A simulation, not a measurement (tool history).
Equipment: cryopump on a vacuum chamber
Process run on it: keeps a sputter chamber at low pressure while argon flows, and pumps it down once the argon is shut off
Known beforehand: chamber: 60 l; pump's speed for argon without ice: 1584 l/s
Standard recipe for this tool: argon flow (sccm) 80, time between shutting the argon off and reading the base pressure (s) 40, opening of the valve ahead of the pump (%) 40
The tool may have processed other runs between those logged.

| run | hour | argon flow (sccm) | time between shutting the argon off and reading the base pressure (s) | opening of the valve ahead of the pump (%) | pressure while argon flows (Pa) | pressure after the wait (uPa) |
|---|---|---|---|---|---|---|
| 1 | 0.0 | 80 | 40 | 40 | 0.2196 | 1.61 |
| 2 | 12.0 | 80 | 40 | 40 | 0.2191 | 1.60 |
| 3 | 25.5 | 80 | 40 | 40 | 0.2196 | 1.65 |
| 4 | 38.9 | 80 | 40 | 40 | 0.2201 | 1.67 |
| 5 | 47.1 | 80 | 40 | 40 | 0.2200 | 1.62 |
| 6 | 56.6 | 80 | 40 | 40 | 0.2207 | 1.63 |
| 7 | 74.0 | 52 | 40 | 40 | 0.1435 | 1.64 |
| 8 | 87.5 | 80 | 40 | 20 | 0.4326 | 1.74 |
| 9 | 98.1 | 80 | 40 | 40 | 0.2226 | 1.68 |
| 10 | 111.4 | 80 | 40 | 40 | 0.2215 | 1.67 |
| 11 | 123.2 | 80 | 40 | 40 | 0.2231 | 1.71 |
| 12 | 137.3 | 80 | 40 | 40 | 0.2220 | 1.68 |
| 13 | 149.9 | 80 | 40 | 40 | 0.2229 | 1.75 |
| 14 | 157.8 | 80 | 40 | 40 | 0.2211 | 1.79 |
| 15 | 168.6 | 80 | 40 | 40 | 0.2222 | 1.78 |
| 16 | 187.0 | 80 | 40 | 40 | 0.2233 | 1.77 |
| 17 | 205.1 | 80 | 40 | 40 | 0.2238 | 1.77 |
| 18 | 217.3 | 80 | 40 | 40 | 0.2205 | 1.78 |
| 19 | 234.8 | 122 | 21 | 40 | 0.3397 | 2.28 |
| 20 | 244.1 | 98 | 40 | 40 | 0.2752 | 1.81 |
| 21 | 253.5 | 98 | 40 | 40 | 0.2740 | 1.84 |
| 22 | 265.0 | 88 | 76 | 47 | 0.2117 | 1.55 |
| 23 | 281.9 | 88 | 21 | 25 | 0.3856 | 2.28 |
| 24 | 290.7 | 80 | 42 | 51 | 0.1790 | 1.90 |
| 25 | 302.5 | 60 | 40 | 32 | 0.2094 | 1.89 |
| 26 | 314.5 | 59 | 69 | 40 | 0.1642 | 1.68 |
| 27 | 327.8 | 59 | 69 | 40 | 0.1671 | 1.70 |
| 28 | 341.2 | 59 | 69 | 40 | 0.1663 | 1.71 |
| 29 | 352.2 | 80 | 180 | 15 | 0.5826 | 1.47 |
| 30 | 366.8 | 114 | 111 | 15 | 0.8263 | 1.57 |
| 31 | 383.8 | 114 | 111 | 15 | 0.8288 | 1.59 |
| 32 | 399.2 | 33 | 35 | 22 | 0.1652 | 2.05 |
| 33 | 414.2 | 33 | 141 | 47 | 0.0808 | 1.58 |
| 34 | 432.3 | 80 | 201 | 40 | 0.2301 | 1.53 |

Here are 3 independent what-if runs from the current tool condition. What would each one return?
|  | 444.3 | leaking fittings of the chamber tightened, without venting |
| A | 453.5 | 86 | 40 | 26 | ? | ? |
|  | 444.3 | leaking fittings of the chamber tightened, without venting |
| B | 453.5 | 112 | 40 | 16 | ? | ? |
|  | 444.3 | leaking fittings of the chamber tightened, without venting |
| C | 453.5 | 146 | 40 | 40 | ? | ? |

| run | pressure while argon flows (Pa) | pressure after the wait (uPa) |
|---|---|---|
| A | 0.3683 | 0.76 |
| B | 0.7610 | 0.80 |
| C | 0.4176 | 0.79 |
What these runs would have given with no unlogged condition in the tool:
| run | pressure while argon flows (Pa) | pressure after the wait (uPa) |
|---|---|---|
| A | 0.3521 | 0.71 |
| B | 0.7401 | 0.75 |
| C | 0.3900 | 0.73 |
